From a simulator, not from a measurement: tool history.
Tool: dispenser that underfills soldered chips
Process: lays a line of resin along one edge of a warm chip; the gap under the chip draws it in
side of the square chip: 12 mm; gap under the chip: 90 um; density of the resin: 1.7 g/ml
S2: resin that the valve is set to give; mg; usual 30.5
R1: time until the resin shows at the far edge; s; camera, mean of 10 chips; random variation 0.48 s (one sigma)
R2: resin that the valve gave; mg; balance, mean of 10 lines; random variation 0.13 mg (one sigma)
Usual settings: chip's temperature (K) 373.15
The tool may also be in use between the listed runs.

{"run": 1, "day": 0.0, "chip's temperature (K)": 373.15, "S2": 30.5, "R1": 53.0, "R2": 29.26}
{"day": 0.171, "done": "new syringe of resin"}
{"day": 0.688, "done": "new syringe of resin"}
{"run": 2, "day": 0.692, "chip's temperature (K)": 373.15, "S2": 36.1, "R1": 32.4, "R2": 34.84}
{"run": 3, "day": 1.038, "chip's temperature (K)": 373.15, "S2": 36.1, "R1": 52.1, "R2": 34.69}
{"day": 1.196, "done": "new syringe of resin"}
{"run": 4, "day": 1.633, "chip's temperature (K)": 373.15, "S2": 36.1, "R1": 59.3, "R2": 34.41}
{"day": 1.7, "done": "new syringe of resin"}
{"day": 2.162, "done": "new syringe of resin"}
{"run": 5, "day": 2.254, "chip's temperature (K)": 373.15, "S2": 36.1, "R1": 37.5, "R2": 34.58}
{"day": 2.629, "done": "new syringe of resin"}
{"run": 6, "day": 2.629, "chip's temperature (K)": 373.15, "S2": 36.1, "R1": 31.9, "R2": 34.14}
{"run": 7, "day": 3.067, "chip's temperature (K)": 373.15, "S2": 36.1, "R1": 57.5, "R2": 34.31}
{"day": 3.121, "done": "new syringe of resin"}
{"day": 3.608, "done": "new syringe of resin"}
{"run": 8, "day": 3.692, "chip's temperature (K)": 387.15, "S2": 30.5, "R1": 25.0, "R2": 28.82}
{"day": 4.079, "done": "new syringe of resin"}
{"run": 9, "day": 4.092, "chip's temperature (K)": 373.15, "S2": 30.5, "R1": 34.0, "R2": 28.67}
{"run": 10, "day": 4.362, "chip's temperature (K)": 373.15, "S2": 30.5, "R1": 50.2, "R2": 28.56}
{"day": 4.554, "done": "new syringe of resin"}
{"day": 4.938, "done": "dispensing valve cleaned and set on the balance"}
{"day": 4.979, "done": "stage's temperature calibrated"}
{"run": 11, "day": 5.079, "chip's temperature (K)": 373.15, "S2": 30.5, "R1": 66.5, "R2": 30.6}
{"day": 5.138, "done": "new syringe of resin"}
{"run": 12, "day": 5.5, "chip's temperature (K)": 373.15, "S2": 30.5, "R1": 62.7, "R2": 30.71}
{"day": 5.617, "done": "new syringe of resin"}
{"run": 13, "day": 5.996, "chip's temperature (K)": 362.15, "S2": 30.5, "R1": 89.4, "R2": 30.28}
{"day": 6.117, "done": "new syringe of resin"}
{"run": 14, "day": 6.404, "chip's temperature (K)": 362.15, "S2": 30.5, "R1": 80.4, "R2": 30.34}
{"day": 6.579, "done": "new syringe of resin"}
{"day": 7.067, "done": "new syringe of resin"}
{"run": 15, "day": 7.079, "chip's temperature (K)": 362.15, "S2": 30.5, "R1": 56.4, "R2": 30.13}
{"run": 16, "day": 7.512, "chip's temperature (K)": 376.15, "S2": 30.5, "R1": 62.1, "R2": 29.81}
{"day": 7.558, "done": "new syringe of resin"}
{"day": 8.046, "done": "new syringe of resin"}
{"run": 17, "day": 8.188, "chip's temperature (K)": 376.15, "S2": 30.5, "R1": 39.3, "R2": 29.86}
{"day": 8.521, "done": "new syringe of resin"}
{"run": 18, "day": 8.862, "chip's temperature (K)": 376.15, "S2": 30.5, "R1": 54.7, "R2": 29.51}
{"day": 8.996, "done": "new syringe of resin"}
{"run": 19, "day": 9.296, "chip's temperature (K)": 384.15, "S2": 32.5, "R1": 37.3, "R2": 31.82}
{"day": 9.475, "done": "new syringe of resin"}
{"day": 9.946, "done": "new syringe of resin"}
{"run": 20, "day": 9.946, "chip's temperature (K)": 363.15, "S2": 26.9, "R1": 55.3, "R2": 25.9}
{"day": 10.454, "done": "new syringe of resin"}
{"run": 21, "day": 10.592, "chip's temperature (K)": 376.15, "S2": 38.4, "R1": 38.4, "R2": 37.11}
{"day": 10.942, "done": "new syringe of resin"}
{"run": 22, "day": 11.0, "chip's temperature (K)": 385.15, "S2": 36.8, "R1": 25.9, "R2": 35.11}
{"day": 11.421, "done": "new syringe of resin"}
{"run": 23, "day": 11.425, "chip's temperature (K)": 381.15, "S2": 30.5, "R1": 28.2, "R2": 29.17}
{"day": 11.888, "done": "new syringe of resin"}
{"run": 24, "day": 12.0, "chip's temperature (K)": 361.15, "S2": 28.0, "R1": 65.6, "R2": 26.56}
{"day": 12.392, "done": "new syringe of resin"}
{"run": 25, "day": 12.604, "chip's temperature (K)": 361.15, "S2": 28.0, "R1": 78.2, "R2": 26.45}
{"day": 12.892, "done": "new syringe of resin"}
{"run": 26, "day": 13.254, "chip's temperature (K)": 360.15, "S2": 29.1, "R1": 97.1, "R2": 27.47}
{"day": 13.358, "done": "new syringe of resin"}
{"day": 13.592, "done": "dispensing valve cleaned and set on the balance"}
{"run": 27, "day": 13.704, "chip's temperature (K)": 381.15, "S2": 27.0, "R1": 42.7, "R2": 26.82}
{"day": 13.862, "done": "new syringe of resin"}
{"run": 28, "day": 14.192, "chip's temperature (K)": 381.15, "S2": 27.0, "R1": 44.8, "R2": 26.87}
{"day": 14.338, "done": "new syringe of resin"}
{"run": 29, "day": 14.758, "chip's temperature (K)": 370.15, "S2": 28.3, "R1": 72.1, "R2": 27.99}
{"day": 14.817, "done": "new syringe of resin"}
{"run": 30, "day": 15.058, "chip's temperature (K)": 387.15, "S2": 28.3, "R1": 32.7, "R2": 27.94}
{"day": 15.317, "done": "new syringe of resin"}
{"run": 31, "day": 15.412, "chip's temperature (K)": 379.15, "S2": 38.3, "R1": 33.3, "R2": 37.73}
{"day": 15.8, "done": "new syringe of resin"}
{"run": 32, "day": 16.092, "chip's temperature (K)": 379.15, "S2": 38.3, "R1": 41.8, "R2": 37.38}

Some steps in R1 between neighbouring runs. How much of each would the tool show without its hidden state too (settings, what came in, random variation), and how much is left for the hidden state, with any gauge scatter that isn't in both results?
The hidden state here: resin's viscosity, % of fresh resin's; dose that the valve gives, % of what is set; true chip temperature over the reading, C; drift of the gauge itself on fill_s, %; drift of the gauge itself on given_mg, %.
Run 6 -> 7: no setting changed, nothing entered. R1 +25.6 s: hidden state +25.7, all else -0.1.
Run 14 -> 15: new syringe of resin, new syringe of resin. R1 -24.0 s: hidden state -25.1, all else +1.1.
Run 15 -> 16: chip's temperature (K) 362.15 -> 376.15. R1 +5.7 s: hidden state +27.8, all else -22.1.
Run 23 -> 24: chip's temperature (K) 381.15 -> 361.15, S2 30.5 -> 28.0, new syringe of resin. R1 +37.4 s: hidden state +8.5, all else +28.9.
Run 26 -> 27: chip's temperature (K) 360.15 -> 381.15, S2 29.1 -> 27.0, new syringe of resin, dispensing valve cleaned and set on the balance. R1 -54.4 s: hidden state -23.3, all else -31.1.
Run 29 -> 30: chip's temperature (K) 370.15 -> 387.15, new syringe of resin. R1 -39.4 s: hidden state -20.8, all else -18.6.
